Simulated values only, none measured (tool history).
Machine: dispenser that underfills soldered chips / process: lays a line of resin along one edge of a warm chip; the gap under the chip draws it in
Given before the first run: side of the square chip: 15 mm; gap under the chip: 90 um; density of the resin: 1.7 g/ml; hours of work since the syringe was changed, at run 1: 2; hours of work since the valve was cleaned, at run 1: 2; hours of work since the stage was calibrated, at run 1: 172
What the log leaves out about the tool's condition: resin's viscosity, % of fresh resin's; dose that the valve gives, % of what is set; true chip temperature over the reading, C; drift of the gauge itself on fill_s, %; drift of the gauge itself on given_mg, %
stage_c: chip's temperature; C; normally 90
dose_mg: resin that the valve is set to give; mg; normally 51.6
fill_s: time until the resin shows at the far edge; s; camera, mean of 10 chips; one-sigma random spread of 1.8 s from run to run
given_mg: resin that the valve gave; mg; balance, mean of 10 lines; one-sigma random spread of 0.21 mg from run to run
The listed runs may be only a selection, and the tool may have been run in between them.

| run | hour | stage_c | dose_mg | hours of work since the syringe was changed | hours of work since the valve was cleaned | hours of work since the stage was calibrated | fill_s | given_mg |
|---|---|---|---|---|---|---|---|---|
| 1 | 0 | 90 | 51.6 | 2 | 2 | 172 | 192 | 51.94 |
| 2 | 8 | 90 | 51.6 | 8 | 8 | 177 | 276.7 | 51.4 |
|  | 10 | new syringe of resin |
| 3 | 13.2 | 90 | 51.6 | 2 | 11 | 180 | 189.1 | 51.12 |
| 4 | 17.2 | 90 | 51.6 | 5 | 14 | 183 | 226.9 | 51.39 |
| 5 | 20.9 | 76 | 51.6 | 7 | 16 | 186 | 434.2 | 51.37 |
|  | 23 | new syringe of resin |
| 6 | 27.8 | 104 | 51.6 | 3 | 21 | 190 | 132.3 | 51.12 |
| 7 | 31.9 | 104 | 51.6 | 6 | 24 | 193 | 162.3 | 51.18 |
|  | 36 | new syringe of resin |
| 8 | 40.5 | 104 | 51.6 | 3 | 29 | 199 | 129.2 | 50.65 |
| 9 | 46.5 | 104 | 49.9 | 7 | 33 | 203 | 174.1 | 49.39 |
|  | 49.3 | new syringe of resin |
| 10 | 52.2 | 104 | 49.9 | 2 | 37 | 207 | 122 | 48.83 |
| 11 | 55.8 | 104 | 44.5 | 4 | 40 | 209 | 150.2 | 43.4 |
|  | 62.1 | new syringe of resin |
| 12 | 62.7 | 90 | 47.2 | 0 | 44 | 214 | 172.5 | 46.25 |
| 13 | 71.3 | 90 | 47.2 | 6 | 50 | 220 | 254.9 | 46.4 |
|  | 75.1 | new syringe of resin |
| 14 | 75.4 | 90 | 47.2 | 0 | 53 | 222 | 171 | 46.08 |
| 15 | 83.8 | 90 | 49.1 | 6 | 58 | 228 | 243.8 | 48.11 |
|  | 87.8 | new syringe of resin |
| 16 | 90 | 90 | 49.1 | 2 | 63 | 232 | 188.3 | 47.86 |
| 17 | 97.1 | 88 | 51.6 | 6 | 67 | 237 | 268.9 | 50.33 |
|  | 100.4 | new syringe of resin |
| 18 | 103.1 | 100 | 64.8 | 2 | 71 | 241 | 129.8 | 62.94 |
| 19 | 110.2 | 84 | 56.4 | 7 | 76 | 246 | 305.4 | 54.5 |
|  | 113.4 | new syringe of resin |
| 20 | 117.5 | 84 | 56.4 | 3 | 81 | 251 | 241.9 | 54.43 |
| 21 | 125 | 82 | 58.1 | 8 | 86 | 256 | 364.6 | 56.31 |
|  | 126 | new syringe of resin |
| 22 | 132 | 82 | 58.1 | 4 | 91 | 260 | 273.6 | 56.54 |
| 23 | 137.5 | 96 | 55.7 | 8 | 94 | 264 | 226.7 | 53.63 |
|  | 139 | new syringe of resin |
| 24 | 143.3 | 96 | 55.7 | 3 | 98 | 268 | 164.9 | 53.47 |
| 25 | 148.7 | 96 | 55.7 | 7 | 102 | 272 | 214.2 | 53.35 |
|  | 151.7 | new syringe of resin |
| 26 | 154.3 | 102 | 45.2 | 2 | 106 | 275 | 131.3 | 43.12 |
| 27 | 158.7 | 84 | 44.4 | 5 | 109 | 278 | 280.1 | 42.42 |
| 28 | 163.2 | 86 | 52.6 | 8 | 112 | 281 | 318.6 | 50.15 |
|  | 164.8 | new syringe of resin |
| 29 | 170.5 | 93 | 45.7 | 4 | 117 | 286 | 198.2 | 43.41 |
|  | 177.5 | dispensing valve cleaned and set on the balance |
|  | 178.5 | new syringe of resin |
| 30 | 180.4 | 93 | 45.7 | 1 | 2 | 292 | 163.1 | 45.65 |
| 31 | 189 | 104 | 57.8 | 7 | 8 | 298 | 167.1 | 57.9 |

Below are 5 alternative next runs, each starting from the tool's condition after run 31. Predict each:
|  | 191.3 | new syringe of resin |
| A | 193.4 | 88 | 57.7 | 1 | 11 | 301 | ? | ? |
|  | 191.3 | new syringe of resin |
| B | 193.4 | 103 | 51.6 | 1 | 11 | 301 | ? | ? |
|  | 191.3 | new syringe of resin |
| C | 193.4 | 91 | 57.8 | 1 | 11 | 301 | ? | ? |
|  | 191.3 | new syringe of resin |
| D | 193.4 | 94 | 51.6 | 1 | 11 | 301 | ? | ? |
|  | 191.3 | new syringe of resin |
| E | 193.4 | 90 | 51.3 | 1 | 11 | 301 | ? | ? |

| run | fill_s | given_mg |
|---|---|---|
| A | 181.9 | 57.12 |
| B | 117.5 | 51.42 |
| C | 168.1 | 57.53 |
| D | 151.5 | 51.22 |
| E | 174.3 | 51.02 |
Without the tool's unlogged condition, the same runs would have read:
| run | fill_s | given_mg |
|---|---|---|
| A | 180.3 | 57.44 |
| B | 115.7 | 51.7 |
| C | 166.5 | 57.85 |
| D | 149.7 | 51.51 |
| E | 172.6 | 51.31 |
